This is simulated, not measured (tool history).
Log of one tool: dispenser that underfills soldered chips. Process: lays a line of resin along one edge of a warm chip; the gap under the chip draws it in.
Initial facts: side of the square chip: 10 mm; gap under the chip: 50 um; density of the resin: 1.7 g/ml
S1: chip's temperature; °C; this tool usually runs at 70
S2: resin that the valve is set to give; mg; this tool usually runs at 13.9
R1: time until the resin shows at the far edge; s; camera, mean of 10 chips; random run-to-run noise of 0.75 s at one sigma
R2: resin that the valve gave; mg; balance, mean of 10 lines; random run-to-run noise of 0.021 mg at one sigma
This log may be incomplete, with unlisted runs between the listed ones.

| run | hour | S1 | S2 | R1 | R2 |
|---|---|---|---|---|---|
| 1 | 0 | 70 | 13.9 | 77.9 | 13.84 |
| 2 | 2.8 | 71 | 13.9 | 85.5 | 13.82 |
| 3 | 7.2 | 70 | 13.9 | 104.4 | 13.81 |
|  | 9.5 | new syringe of resin |
| 4 | 11.2 | 70 | 13.9 | 75.6 | 13.81 |
| 5 | 13.4 | 70 | 13.9 | 82.5 | 13.81 |
| 6 | 16.1 | 70 | 13.9 | 94.6 | 13.79 |
| 7 | 18.8 | 70 | 13.9 | 104.2 | 13.76 |
|  | 22.1 | new syringe of resin |
| 8 | 23.6 | 70 | 13.9 | 75.5 | 13.78 |
| 9 | 26.7 | 70 | 13.9 | 83.9 | 13.73 |
| 10 | 29.8 | 70 | 13.9 | 97.5 | 13.79 |
|  | 34.4 | new syringe of resin |
| 11 | 34.8 | 70 | 13.9 | 72.5 | 13.72 |
| 12 | 37.2 | 70 | 13.9 | 80.1 | 13.73 |
| 13 | 39.9 | 70 | 13.9 | 88.5 | 13.71 |
| 14 | 43.4 | 56 | 12.3 | 225.2 | 12.1 |
|  | 46.9 | new syringe of resin |
| 15 | 47.9 | 58 | 16.7 | 138 | 16.45 |
| 16 | 49.9 | 58 | 16.7 | 151.5 | 16.4 |
| 17 | 53.7 | 77 | 17.8 | 65.3 | 17.52 |
|  | 55.4 | dispensing valve cleaned and set on the balance |
| 18 | 58.3 | 77 | 11.9 | 75.7 | 11.91 |
|  | 60.3 | new syringe of resin |
| 19 | 61.6 | 77 | 11.9 | 54.3 | 11.88 |

Expected results for the next run?
| 20 | 66.2 | 64 | 11.8 | ? | ? |

{"run 20": {"R1": 131.2, "R2": 11.81}}
Had the tool carried no hidden state, the very same run would have given R1 98 s, R2 11.81 mg.
